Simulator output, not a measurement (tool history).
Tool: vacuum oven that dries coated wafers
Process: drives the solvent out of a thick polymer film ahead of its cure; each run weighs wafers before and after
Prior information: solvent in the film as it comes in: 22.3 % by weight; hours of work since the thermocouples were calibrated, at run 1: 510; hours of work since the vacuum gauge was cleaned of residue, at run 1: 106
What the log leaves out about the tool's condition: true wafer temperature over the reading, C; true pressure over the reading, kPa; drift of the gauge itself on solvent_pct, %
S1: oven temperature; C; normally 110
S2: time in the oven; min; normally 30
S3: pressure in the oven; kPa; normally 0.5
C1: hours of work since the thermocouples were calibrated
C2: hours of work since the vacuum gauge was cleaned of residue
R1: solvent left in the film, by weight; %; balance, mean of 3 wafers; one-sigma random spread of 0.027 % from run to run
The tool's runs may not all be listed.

Run 1, hour 0: usual settings; C1 510; C2 106. Result: R1 1.19 %.
Run 2, hour 15: usual settings but S1 121 C; C1 521; C2 118. Result: R1 0.4 %.
Run 3, hour 22.8: usual settings but S1 121 C; C1 528; C2 124. Result: R1 0.36 %.
Run 4, hour 34.4: usual settings but S2 20 min; C1 537; C2 133. Result: R1 2.56 %.
Run 5, hour 47: usual settings but S2 18 min; C1 547; C2 143. Result: R1 3.03 %.
Run 6, hour 53.2: usual settings but S2 18 min; C1 551; C2 148. Result: R1 3.11 %.
Run 7, hour 66: usual settings; C1 562; C2 158. Result: R1 1.22 %.
Run 8, hour 78.2: usual settings; C1 571; C2 168. Result: R1 1.18 %.
Run 9, hour 92.6: usual settings; C1 583; C2 179. Result: R1 1.24 %.
Run 10, hour 103.3: usual settings but S1 118 C; C1 591; C2 188. Result: R1 0.49 %.
Run 11, hour 117.5: usual settings but S1 118 C; C1 602; C2 199. Result: R1 0.51 %.
Run 12, hour 132.5: usual settings but S1 118 C; C1 614; C2 211. Result: R1 0.54 %.
Run 13, hour 143.1: usual settings but S1 118 C; C1 622; C2 219. Result: R1 0.53 %.
Run 14, hour 151.5: usual settings but S1 118 C; C1 629; C2 226. Result: R1 0.5 %.
Run 15, hour 161.9: usual settings but S1 118 C; C1 637; C2 234. Result: R1 0.49 %.
Run 16, hour 168.2: usual settings but S1 121 C; C1 642; C2 239. Result: R1 0.38 %.
Run 17, hour 181.8: usual settings but S1 121 C; C1 653; C2 250. Result: R1 0.43 %.
Run 18, hour 190: usual settings but S1 108 C; C1 659; C2 256. Result: R1 1.54 %.
Run 19, hour 201.8: usual settings; C1 669; C2 265. Result: R1 1.19 %.
Run 20, hour 215.9: usual settings; C1 680; C2 277. Result: R1 1.24 %.
Run 21, hour 222.8: usual settings but S3 1.108 kPa; C1 685; C2 282. Result: R1 1.79 %.
Run 22, hour 232.9: usual settings but S3 1.108 kPa; C1 693; C2 290. Result: R1 1.82 %.
Run 23, hour 239.5: usual settings but S3 1.518 kPa; C1 698; C2 295. Result: R1 2.21 %.

The next listed run, before its measurement:
Run 24, hour 254.5: usual settings but S3 1.518 kPa; C1 710; C2 307. Result: R1 ?.

R1: 2.18 %
On a tool with no hidden condition, and with the same random variation, this run would have come out at R1 2.25 %.

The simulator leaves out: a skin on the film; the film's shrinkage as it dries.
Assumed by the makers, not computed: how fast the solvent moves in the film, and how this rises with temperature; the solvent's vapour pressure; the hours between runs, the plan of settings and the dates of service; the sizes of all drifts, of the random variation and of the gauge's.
